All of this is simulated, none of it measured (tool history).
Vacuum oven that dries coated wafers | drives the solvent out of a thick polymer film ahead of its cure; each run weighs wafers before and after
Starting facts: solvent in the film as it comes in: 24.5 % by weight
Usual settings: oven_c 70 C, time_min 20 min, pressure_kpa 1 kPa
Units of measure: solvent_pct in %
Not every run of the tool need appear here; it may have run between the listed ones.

run 1 hour=0 | oven_c=70 time_min=20 pressure_kpa=1 | solvent_pct=6
run 2 hour=14.8 | oven_c=70 time_min=20 pressure_kpa=1 | solvent_pct=5.98
run 3 hour=25.5 | oven_c=70 time_min=20 pressure_kpa=1 | solvent_pct=5.96
run 4 hour=47.8 | oven_c=70 time_min=20 pressure_kpa=1 | solvent_pct=6.01
run 5 hour=64.5 | oven_c=70 time_min=20 pressure_kpa=1 | solvent_pct=6.02
run 6 hour=80.7 | oven_c=70 time_min=11 pressure_kpa=1 | solvent_pct=10.12
run 7 hour=100.9 | oven_c=70 time_min=20 pressure_kpa=3.57 | solvent_pct=7.94
run 8 hour=111 | oven_c=68 time_min=20 pressure_kpa=1 | solvent_pct=6.83
run 9 hour=123.7 | oven_c=68 time_min=20 pressure_kpa=1 | solvent_pct=6.88
run 10 hour=145.7 | oven_c=58 time_min=20 pressure_kpa=1 | solvent_pct=11.51
run 11 hour=162.8 | oven_c=70 time_min=20 pressure_kpa=1 | solvent_pct=5.97
run 12 hour=185.1 | oven_c=81 time_min=20 pressure_kpa=1 | solvent_pct=2.16
run 13 hour=203.5 | oven_c=81 time_min=20 pressure_kpa=1 | solvent_pct=2.13
run 14 hour=222 | oven_c=70 time_min=20 pressure_kpa=1.06 | solvent_pct=6.11
run 15 hour=232.4 | oven_c=70 time_min=20 pressure_kpa=1.06 | solvent_pct=6.03
run 16 hour=253 | oven_c=70 time_min=20 pressure_kpa=1.06 | solvent_pct=6.06
run 17 hour=274.2 | oven_c=70 time_min=20 pressure_kpa=1.06 | solvent_pct=6.04
run 18 hour=284.5 | oven_c=70 time_min=20 pressure_kpa=1.06 | solvent_pct=6.03
run 19 hour=301.9 | oven_c=70 time_min=20 pressure_kpa=1.53 | solvent_pct=6.36
run 20 hour=321.4 | oven_c=70 time_min=20 pressure_kpa=1.53 | solvent_pct=6.39
run 21 hour=339.7 | oven_c=70 time_min=20 pressure_kpa=1.53 | solvent_pct=6.38
run 22 hour=354.7 | oven_c=70 time_min=20 pressure_kpa=1.53 | solvent_pct=6.39
run 23 hour=372.7 | oven_c=73 time_min=10 pressure_kpa=0.75 | solvent_pct=9.37
run 24 hour=390 | oven_c=73 time_min=10 pressure_kpa=0.75 | solvent_pct=9.4
run 25 hour=406.9 | oven_c=70 time_min=20 pressure_kpa=0.69 | solvent_pct=5.74
run 26 hour=419.1 | oven_c=74 time_min=31 pressure_kpa=1 | solvent_pct=2.21
run 27 hour=435.6 | oven_c=74 time_min=12 pressure_kpa=0.96 | solvent_pct=7.76
run 28 hour=448.6 | oven_c=59 time_min=35 pressure_kpa=0.61 | solvent_pct=6.85
run 29 hour=462.1 | oven_c=62 time_min=19 pressure_kpa=3.33 | solvent_pct=11.98
run 30 hour=478.4 | oven_c=59 time_min=36 pressure_kpa=0.77 | solvent_pct=6.83
run 31 hour=496.6 | oven_c=75 time_min=20 pressure_kpa=2.1 | solvent_pct=4.75
run 32 hour=508.8 | oven_c=75 time_min=20 pressure_kpa=2.1 | solvent_pct=4.68
run 33 hour=529.6 | oven_c=67 time_min=20 pressure_kpa=1.43 | solvent_pct=7.69
run 34 hour=551.9 | oven_c=63 time_min=20 pressure_kpa=0.99 | solvent_pct=9.15
run 35 hour=561.9 | oven_c=70 time_min=20 pressure_kpa=1.56 | solvent_pct=6.37
run 36 hour=577 | oven_c=83 time_min=33 pressure_kpa=1.56 | solvent_pct=1.06
run 37 hour=597.8 | oven_c=83 time_min=21 pressure_kpa=1.56 | solvent_pct=1.88
run 38 hour=620.4 | oven_c=70 time_min=16 pressure_kpa=0.95 | solvent_pct=7.54
run 39 hour=637.4 | oven_c=70 time_min=16 pressure_kpa=3.08 | solvent_pct=8.99
run 40 hour=655.4 | oven_c=70 time_min=16 pressure_kpa=3.08 | solvent_pct=9.06
run 41 hour=667.7 | oven_c=60 time_min=34 pressure_kpa=3.61 | solvent_pct=9.95
run 42 hour=679.4 | oven_c=76 time_min=34 pressure_kpa=3.61 | solvent_pct=3.4
run 43 hour=695.1 | oven_c=76 time_min=22 pressure_kpa=3.61 | solvent_pct=4.91
run 44 hour=707 | oven_c=76 time_min=22 pressure_kpa=3.61 | solvent_pct=4.89

Each row is a separate what-if for the run after 44, all from the same tool condition, not one after another. Results?
run A hour=722.1 | oven_c=65 time_min=20 pressure_kpa=0.73 | solvent_pct=?
run B hour=722.1 | oven_c=68 time_min=22 pressure_kpa=0.83 | solvent_pct=?
run C hour=722.1 | oven_c=67 time_min=33 pressure_kpa=3.61 | solvent_pct=?
run D hour=722.1 | oven_c=70 time_min=24 pressure_kpa=3.74 | solvent_pct=?
run E hour=722.1 | oven_c=79 time_min=16 pressure_kpa=3.26 | solvent_pct=?

run=A solvent_pct=8.05
run=B solvent_pct=6.11
run=C solvent_pct=6.63
run=D solvent_pct=7.04
run=E solvent_pct=5.12
What these runs would have given with no unlogged condition in the tool:
run=A solvent_pct=8.06
run=B solvent_pct=6.12
run=C solvent_pct=6.64
run=D solvent_pct=7.06
run=E solvent_pct=5.13

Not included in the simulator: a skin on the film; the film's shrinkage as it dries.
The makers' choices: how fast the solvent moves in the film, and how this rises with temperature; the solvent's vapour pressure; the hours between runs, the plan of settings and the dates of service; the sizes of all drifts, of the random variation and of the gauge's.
